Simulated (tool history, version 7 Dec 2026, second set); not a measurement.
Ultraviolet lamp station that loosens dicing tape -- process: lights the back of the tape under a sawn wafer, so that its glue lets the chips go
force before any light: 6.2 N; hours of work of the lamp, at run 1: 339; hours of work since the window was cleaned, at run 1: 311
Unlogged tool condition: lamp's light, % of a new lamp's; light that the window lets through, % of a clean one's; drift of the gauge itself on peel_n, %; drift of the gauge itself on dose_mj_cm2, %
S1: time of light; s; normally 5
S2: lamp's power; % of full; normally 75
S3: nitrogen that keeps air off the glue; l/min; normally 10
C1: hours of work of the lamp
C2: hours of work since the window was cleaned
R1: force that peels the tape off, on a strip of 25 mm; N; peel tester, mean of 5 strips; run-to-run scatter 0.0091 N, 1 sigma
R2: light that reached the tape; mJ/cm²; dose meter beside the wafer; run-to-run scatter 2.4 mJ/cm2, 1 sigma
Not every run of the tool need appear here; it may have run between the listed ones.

run 1 hour=0.0 | S1=5 S2=75 S3=10 | C1=339 C2=311 | R1=0.673 R2=211
run 2 hour=11.4 | S1=5 S2=75 S3=10 | C1=345 C2=317 | R1=0.666 R2=211
run 3 hour=20.0 | S1=5 S2=75 S3=10 | C1=350 C2=322 | R1=0.679 R2=216
run 4 hour=33.8 | S1=5 S2=75 S3=10 | C1=358 C2=330 | R1=0.680 R2=208
run 5 hour=48.5 | S1=5 S2=62 S3=10 | C1=366 C2=338 | R1=0.956 R2=173
-- hour=51.5 window cleaned of glue's vapour
run 6 hour=58.8 | S1=5 S2=62 S3=10 | C1=372 C2=4 | R1=0.714 R2=208
run 7 hour=68.6 | S1=5 S2=100 S3=10 | C1=377 C2=10 | R1=0.260 R2=332
run 8 hour=81.9 | S1=5 S2=100 S3=10 | C1=384 C2=17 | R1=0.262 R2=334
run 9 hour=93.1 | S1=5 S2=100 S3=10 | C1=391 C2=23 | R1=0.274 R2=334
run 10 hour=103.2 | S1=5 S2=75 S3=10 | C1=396 C2=29 | R1=0.497 R2=245
run 11 hour=119.9 | S1=5 S2=75 S3=10 | C1=406 C2=38 | R1=0.519 R2=246
run 12 hour=127.7 | S1=5 S2=75 S3=10 | C1=410 C2=43 | R1=0.514 R2=240
run 13 hour=140.0 | S1=3 S2=66 S3=10 | C1=417 C2=50 | R1=1.512 R2=131
run 14 hour=153.9 | S1=5 S2=84 S3=3 | C1=425 C2=57 | R1=1.030 R2=270
run 15 hour=169.4 | S1=5 S2=84 S3=3 | C1=433 C2=66 | R1=1.059 R2=271
run 16 hour=178.6 | S1=3 S2=88 S3=3 | C1=439 C2=71 | R1=2.040 R2=167
run 17 hour=192.0 | S1=6 S2=88 S3=11 | C1=446 C2=79 | R1=0.245 R2=332
run 18 hour=207.5 | S1=3 S2=63 S3=10 | C1=455 C2=87 | R1=1.714 R2=119
run 19 hour=215.9 | S1=6 S2=75 S3=7 | C1=459 C2=92 | R1=0.518 R2=284
run 20 hour=225.6 | S1=3 S2=75 S3=10 | C1=465 C2=97 | R1=1.361 R2=138
run 21 hour=240.1 | S1=5 S2=96 S3=12 | C1=473 C2=106 | R1=0.291 R2=296
run 22 hour=251.9 | S1=5 S2=96 S3=12 | C1=480 C2=112 | R1=0.295 R2=297
run 23 hour=262.1 | S1=5 S2=83 S3=10 | C1=485 C2=118 | R1=0.455 R2=257

For each entry between runs, how does the tool's hidden state at the last listed run before it compare with that at the first listed run after it?
In the gap between runs 5 and 6: window cleaned of glue's vapour (hour 51.5)
  lamp's light, % of a new lamp's: 90.2 -> 90.1; light that the window lets through, % of a clean one's: 83.2 -> 99.6
  measured value less the no-hidden-state value, R1: +0.406 -> +0.138 N; R2: -57 -> -24 mJ/cm²
